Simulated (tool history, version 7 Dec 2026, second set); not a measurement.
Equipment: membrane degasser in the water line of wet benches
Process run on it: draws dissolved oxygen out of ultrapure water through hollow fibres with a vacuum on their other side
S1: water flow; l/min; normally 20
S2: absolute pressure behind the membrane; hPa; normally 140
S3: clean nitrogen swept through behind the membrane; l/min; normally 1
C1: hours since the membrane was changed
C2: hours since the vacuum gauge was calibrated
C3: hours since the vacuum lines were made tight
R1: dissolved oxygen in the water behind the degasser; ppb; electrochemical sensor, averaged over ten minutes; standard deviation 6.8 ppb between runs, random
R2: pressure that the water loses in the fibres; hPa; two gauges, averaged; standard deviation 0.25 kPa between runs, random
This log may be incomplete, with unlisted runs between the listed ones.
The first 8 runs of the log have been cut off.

run     day  S1   S2    S3    C1    C2    C3      R1      R2
  9  14.246  20  152     1   379   787  3187   754.7   682.2
 10  15.342  20  152     1   405   814  3213   735.3   682.5
 11  17.008  20  243     1   445   854  3253  1063.7   681.1
 12   18.25  20  140     1   475   884  3283   698.2   684.5
 13  20.292  20  140     1   524   933  3332   680.2   684.5
 14  22.058  20  140     1   567   975  3374   700.4     679
 15  23.038  20  140     1   590   998  3398   692.7   681.7
 16  24.346  20  140  1.55   621  1030  3429   542.1   685.1
 17  25.725  13  140  1.67   655  1063  3462   251.8   444.1
 18  27.625  13  140  1.67   700  1109  3508   257.2   440.5
 19  29.758  13   88  1.41   751  1160  3559   179.8   441.9
 20  31.192  15  140  0.46   786  1194  3593   781.2   512.1
 21  32.408  15  140  0.46   815  1223  3623   779.2   513.4
 22  33.879  20  140  2.33   850  1259  3658   458.9   681.3
 23  35.692  20  140  2.33   894  1302  3701   467.5   685.5
 24  37.046  20  140  2.33   926  1335  3734   459.7   686.3
 25  38.458  20  140  2.33   960  1369  3768   461.3   684.1
 26  40.154  20  140  2.33  1001  1409  3809   464.3   688.6
     42.058  -- seals of the vacuum lines changed
 27   42.25  20  140  2.33  1049  1458     5   458.3   687.4
 28  43.875  30  265     1  1088  1497    44  1795.4  1027.6
 29  45.779  30  113  1.85  1134  1542    89   939.6  1024.7
 30  47.746  30  113  1.85  1181  1589   136   939.5  1031.3
 31  49.242  15  105  1.85  1217  1625   172   235.1   516.8

Forecast each of these 3 alternatives for the next run:
  A  51.067  15  149     1  1261  1669  216   ?   ?
  B  51.067  27  195  0.73  1261  1669  216   ?   ?
  C  51.067  25  186     1  1261  1669  216   ?   ?

run     R1     R2
  A  479.8  519.2
  B   1505  923.6
  C   1128  858.5
Take away the tool's hidden state, keep each run's random variation, and the runs would have read:
run      R1     R2
  A     471    512
  B  1484.5  910.7
  C  1109.1  846.5

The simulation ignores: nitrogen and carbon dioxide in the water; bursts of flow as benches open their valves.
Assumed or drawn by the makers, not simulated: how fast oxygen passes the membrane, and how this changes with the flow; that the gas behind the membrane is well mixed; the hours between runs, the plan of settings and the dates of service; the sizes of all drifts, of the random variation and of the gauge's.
